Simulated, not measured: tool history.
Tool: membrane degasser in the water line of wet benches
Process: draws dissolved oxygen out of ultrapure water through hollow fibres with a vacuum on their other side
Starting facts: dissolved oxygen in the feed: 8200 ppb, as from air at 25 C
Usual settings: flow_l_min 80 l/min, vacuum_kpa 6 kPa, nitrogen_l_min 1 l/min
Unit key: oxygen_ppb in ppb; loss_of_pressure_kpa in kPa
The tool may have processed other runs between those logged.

| run | hour | flow_l_min | vacuum_kpa | nitrogen_l_min | oxygen_ppb | loss_of_pressure_kpa |
|---|---|---|---|---|---|---|
| 1 | 0 | 80 | 6 | 1 | 424.1 | 44.56 |
| 2 | 111.2 | 80 | 6 | 1 | 425.7 | 44.71 |
| 3 | 225.1 | 80 | 6 | 1 | 426.8 | 44.36 |
| 4 | 431.6 | 80 | 6 | 1 | 425.4 | 44.67 |
| 5 | 582.9 | 80 | 7.94 | 1 | 662.2 | 44.46 |
| 6 | 800.6 | 80 | 5.24 | 1 | 334.1 | 45.02 |
| 7 | 1053.9 | 80 | 7.41 | 1 | 600.5 | 44.78 |
| 8 | 1179.2 | 80 | 4.78 | 2.05 | 181.6 | 44.62 |
| 9 | 1285.6 | 70 | 11.53 | 2.05 | 590.9 | 39.01 |
| 10 | 1389.4 | 70 | 11.53 | 2.05 | 595.9 | 39.26 |
| 11 | 1502 | 70 | 11.53 | 2.05 | 597.5 | 39.15 |
| 12 | 1613.9 | 127 | 12.29 | 1.66 | 1184 | 71.32 |

Here are 5 independent what-if runs from the current tool condition. What would each one return?
| A | 1751.4 | 78 | 6 | 2.67 | ? | ? |
| B | 1751.4 | 121 | 12.29 | 1.66 | ? | ? |
| C | 1751.4 | 112 | 14.77 | 2.99 | ? | ? |
| D | 1751.4 | 100 | 13.11 | 2.89 | ? | ? |
| E | 1751.4 | 124 | 12.29 | 2.47 | ? | ? |

| run | oxygen_ppb | loss_of_pressure_kpa |
|---|---|---|
| A | 219.5 | 43.85 |
| B | 1145.9 | 67.54 |
| C | 893.6 | 62.84 |
| D | 739.5 | 56.26 |
| E | 925.1 | 69.5 |
What these runs would have given with no unlogged condition in the tool:
| run | oxygen_ppb | loss_of_pressure_kpa |
|---|---|---|
| A | 196.3 | 43.15 |
| B | 1107.5 | 66.46 |
| C | 866.6 | 61.84 |
| D | 713.6 | 55.36 |
| E | 891.7 | 68.39 |
